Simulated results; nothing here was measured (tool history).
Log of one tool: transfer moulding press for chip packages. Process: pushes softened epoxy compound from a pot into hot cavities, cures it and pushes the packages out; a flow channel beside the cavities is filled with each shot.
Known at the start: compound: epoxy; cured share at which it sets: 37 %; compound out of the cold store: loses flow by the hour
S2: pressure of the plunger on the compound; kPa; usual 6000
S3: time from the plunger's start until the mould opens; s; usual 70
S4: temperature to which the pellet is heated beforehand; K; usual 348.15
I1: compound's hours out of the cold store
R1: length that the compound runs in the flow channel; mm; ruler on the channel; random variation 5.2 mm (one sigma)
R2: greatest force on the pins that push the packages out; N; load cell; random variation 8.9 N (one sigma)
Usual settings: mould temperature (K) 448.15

{"run": 1, "hour": 0.0, "mould temperature (K)": 448.15, "S2": 6000, "S3": 70, "S4": 348.15, "I1": 34.7, "R1": 494, "R2": 407}
{"hour": 31.0, "done": "cavities cleaned with cleaning compound and waxed"}
{"run": 2, "hour": 58.4, "mould temperature (K)": 448.15, "S2": 6000, "S3": 64, "S4": 348.15, "I1": 31.7, "R1": 491, "R2": 811}
{"hour": 64.7, "done": "cavities cleaned with cleaning compound and waxed"}
{"hour": 97.2, "done": "cavities cleaned with cleaning compound and waxed"}
{"hour": 117.9, "done": "plunger's sealing rings changed"}
{"hour": 138.4, "done": "cavities cleaned with cleaning compound and waxed"}
{"run": 3, "hour": 142.6, "mould temperature (K)": 448.15, "S2": 6000, "S3": 64, "S4": 348.15, "I1": 35.5, "R1": 519, "R2": 497}
{"hour": 171.5, "done": "cavities cleaned with cleaning compound and waxed"}
{"run": 4, "hour": 193.2, "mould temperature (K)": 453.15, "S2": 6000, "S3": 64, "S4": 348.15, "I1": 33.0, "R1": 527, "R2": 522}
{"hour": 206.6, "done": "cavities cleaned with cleaning compound and waxed"}
{"hour": 245.9, "done": "mould's thermocouples calibrated"}
{"hour": 247.4, "done": "cavities cleaned with cleaning compound and waxed"}
{"hour": 281.6, "done": "cavities cleaned with cleaning compound and waxed"}
{"run": 5, "hour": 285.4, "mould temperature (K)": 453.15, "S2": 6000, "S3": 64, "S4": 348.15, "I1": 16.9, "R1": 545, "R2": 425}
{"hour": 319.7, "done": "cavities cleaned with cleaning compound and waxed"}
{"hour": 352.9, "done": "cavities cleaned with cleaning compound and waxed"}
{"run": 6, "hour": 352.9, "mould temperature (K)": 448.15, "S2": 6310, "S3": 70, "S4": 348.15, "I1": 29.5, "R1": 527, "R2": 409}
{"hour": 361.6, "done": "cavities cleaned with cleaning compound and waxed, once more"}
{"hour": 398.0, "done": "cavities cleaned with cleaning compound and waxed"}
{"run": 7, "hour": 427.0, "mould temperature (K)": 448.15, "S2": 6000, "S3": 70, "S4": 348.15, "I1": 39.7, "R1": 469, "R2": 620}
{"hour": 434.3, "done": "cavities cleaned with cleaning compound and waxed"}
{"hour": 466.9, "done": "cavities cleaned with cleaning compound and waxed"}
{"run": 8, "hour": 473.8, "mould temperature (K)": 448.15, "S2": 6000, "S3": 70, "S4": 348.15, "I1": 42.0, "R1": 454, "R2": 457}
{"hour": 495.9, "done": "plunger's sealing rings changed"}
{"hour": 501.8, "done": "cavities cleaned with cleaning compound and waxed"}
{"hour": 536.0, "done": "cavities cleaned with cleaning compound and waxed"}
{"run": 9, "hour": 559.8, "mould temperature (K)": 448.15, "S2": 6000, "S3": 70, "S4": 348.15, "I1": 25.2, "R1": 554, "R2": 579}
{"hour": 568.0, "done": "cavities cleaned with cleaning compound and waxed"}
{"hour": 603.4, "done": "cavities cleaned with cleaning compound and waxed"}
{"run": 10, "hour": 622.9, "mould temperature (K)": 448.15, "S2": 6000, "S3": 70, "S4": 348.15, "I1": 8.8, "R1": 586, "R2": 573}
{"hour": 637.2, "done": "cavities cleaned with cleaning compound and waxed"}
{"hour": 671.7, "done": "cavities cleaned with cleaning compound and waxed"}
{"run": 11, "hour": 687.3, "mould temperature (K)": 448.15, "S2": 6000, "S3": 70, "S4": 348.15, "I1": 30.6, "R1": 513, "R2": 524}
{"hour": 706.2, "done": "cavities cleaned with cleaning compound and waxed"}
{"hour": 738.9, "done": "cavities cleaned with cleaning compound and waxed"}
{"run": 12, "hour": 745.7, "mould temperature (K)": 448.15, "S2": 6000, "S3": 70, "S4": 348.15, "I1": 35.1, "R1": 486, "R2": 472}
{"hour": 776.6, "done": "cavities cleaned with cleaning compound and waxed"}
{"hour": 811.7, "done": "cavities cleaned with cleaning compound and waxed"}
{"run": 13, "hour": 833.2, "mould temperature (K)": 448.15, "S2": 4820, "S3": 70, "S4": 348.15, "I1": 27.3, "R1": 444, "R2": 583}
{"hour": 849.0, "done": "cavities cleaned with cleaning compound and waxed"}
{"hour": 876.0, "done": "plunger's sealing rings changed"}
{"hour": 883.6, "done": "cavities cleaned with cleaning compound and waxed"}
{"run": 14, "hour": 904.9, "mould temperature (K)": 445.15, "S2": 5660, "S3": 70, "S4": 348.15, "I1": 21.8, "R1": 558, "R2": 624}
{"hour": 919.2, "done": "cavities cleaned with cleaning compound and waxed"}
{"hour": 935.0, "done": "mould's thermocouples calibrated"}
{"hour": 954.2, "done": "cavities cleaned with cleaning compound and waxed"}
{"run": 15, "hour": 956.8, "mould temperature (K)": 454.15, "S2": 5620, "S3": 70, "S4": 352.15, "I1": 12.3, "R1": 553, "R2": 373}
{"hour": 988.1, "done": "cavities cleaned with cleaning compound and waxed"}
{"run": 16, "hour": 1006.0, "mould temperature (K)": 454.15, "S2": 5620, "S3": 70, "S4": 352.15, "I1": 9.9, "R1": 547, "R2": 478}
{"hour": 1020.3, "done": "cavities cleaned with cleaning compound and waxed"}
{"run": 17, "hour": 1048.3, "mould temperature (K)": 448.15, "S2": 6000, "S3": 68, "S4": 351.15, "I1": 31.6, "R1": 511, "R2": 625}
{"hour": 1057.3, "done": "cavities cleaned with cleaning compound and waxed"}
{"hour": 1093.5, "done": "cavities cleaned with cleaning compound and waxed"}
{"run": 18, "hour": 1106.7, "mould temperature (K)": 448.15, "S2": 6000, "S3": 68, "S4": 351.15, "I1": 19.7, "R1": 542, "R2": 549}
{"hour": 1129.0, "done": "cavities cleaned with cleaning compound and waxed"}
{"hour": 1162.8, "done": "cavities cleaned with cleaning compound and waxed"}
{"run": 19, "hour": 1188.2, "mould temperature (K)": 452.15, "S2": 6720, "S3": 70, "S4": 348.15, "I1": 35.2, "R1": 514, "R2": 530}

Forecast run 20:
{"hour": 1196.2, "done": "cavities cleaned with cleaning compound and waxed"}
{"hour": 1229.4, "done": "cavities cleaned with cleaning compound and waxed"}
{"run": 20, "hour": 1243.2, "mould temperature (K)": 452.15, "S2": 6720, "S3": 70, "S4": 350.15, "I1": 10.9, "R1": "?", "R2": "?"}

{"run 20": {"R1": 560, "R2": 473}}
Without the tool's hidden state the same run would have given R1 629 mm, R2 367 N.

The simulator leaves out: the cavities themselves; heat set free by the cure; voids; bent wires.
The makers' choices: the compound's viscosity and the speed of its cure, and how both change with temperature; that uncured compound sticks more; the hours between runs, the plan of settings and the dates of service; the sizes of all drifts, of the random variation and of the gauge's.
